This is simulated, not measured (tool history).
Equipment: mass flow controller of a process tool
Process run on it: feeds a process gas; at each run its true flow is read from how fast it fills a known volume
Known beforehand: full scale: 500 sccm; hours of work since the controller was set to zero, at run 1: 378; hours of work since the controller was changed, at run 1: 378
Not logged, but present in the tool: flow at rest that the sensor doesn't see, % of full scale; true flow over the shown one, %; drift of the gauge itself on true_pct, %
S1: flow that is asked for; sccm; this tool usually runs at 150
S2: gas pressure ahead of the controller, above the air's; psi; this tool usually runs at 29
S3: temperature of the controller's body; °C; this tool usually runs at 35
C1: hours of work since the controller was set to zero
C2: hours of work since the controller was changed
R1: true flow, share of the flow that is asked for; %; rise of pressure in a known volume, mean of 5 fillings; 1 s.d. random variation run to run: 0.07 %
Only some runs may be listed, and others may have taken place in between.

| run | hour | S1 | S2 | S3 | C1 | C2 | R1 |
|---|---|---|---|---|---|---|---|
| 1 | 0 | 150 | 29 | 35 | 378 | 378 | 98.63 |
| 2 | 113 | 150 | 29 | 29 | 459 | 459 | 99.33 |
| 3 | 267.8 | 150 | 29 | 28 | 569 | 569 | 99.64 |
| 4 | 496.2 | 150 | 29 | 28 | 732 | 732 | 99.55 |
| 5 | 661.6 | 150 | 29 | 28 | 850 | 850 | 99.54 |
| 6 | 822.9 | 150 | 29 | 28 | 964 | 964 | 99.74 |
| 7 | 1016.2 | 58 | 29 | 28 | 1102 | 1102 | 99.02 |
| 8 | 1146.4 | 160 | 29 | 35 | 1195 | 1195 | 99 |
| 9 | 1342.9 | 160 | 29 | 35 | 1335 | 1335 | 99.23 |
| 10 | 1471.1 | 160 | 29 | 35 | 1426 | 1426 | 99.19 |
| 11 | 1620.5 | 102 | 29 | 35 | 1532 | 1532 | 98.98 |
| 12 | 1749.8 | 102 | 29 | 35 | 1624 | 1624 | 98.95 |
| 13 | 1904.5 | 102 | 29 | 35 | 1735 | 1735 | 98.95 |
| 14 | 2123.3 | 150 | 37.6 | 26 | 1890 | 1890 | 100 |
| 15 | 2289.7 | 150 | 37.6 | 26 | 2009 | 2009 | 100.21 |
| 16 | 2525.8 | 150 | 37.6 | 26 | 2177 | 2177 | 100.07 |
| 17 | 2747.7 | 150 | 31.6 | 26 | 2335 | 2335 | 100.48 |
| 18 | 2967.8 | 150 | 27 | 21 | 2492 | 2492 | 101.35 |
| 19 | 3088 | 94 | 33.6 | 35 | 2577 | 2577 | 98.73 |
| 20 | 3204 | 94 | 33.6 | 35 | 2660 | 2660 | 98.89 |
| 21 | 3379.9 | 161 | 29 | 23 | 2785 | 2785 | 101.23 |
| 22 | 3600.2 | 150 | 39 | 22 | 2942 | 2942 | 100.89 |
| 23 | 3704.9 | 150 | 39 | 22 | 3017 | 3017 | 101 |

Here are 3 independent what-if runs from the current tool condition. What would each one return?
| A | 3832.4 | 150 | 29.9 | 37 | 3107 | 3107 | ? |
| B | 3832.4 | 86 | 23.9 | 25 | 3107 | 3107 | ? |
| C | 3832.4 | 150 | 33.9 | 22 | 3107 | 3107 | ? |

| run | R1 |
|---|---|
| A | 99.75 |
| B | 100.43 |
| C | 101.12 |
Without the tool's hidden state the same runs would have given:
| run | R1 |
|---|---|
| A | 98.32 |
| B | 99.89 |
| C | 99.69 |
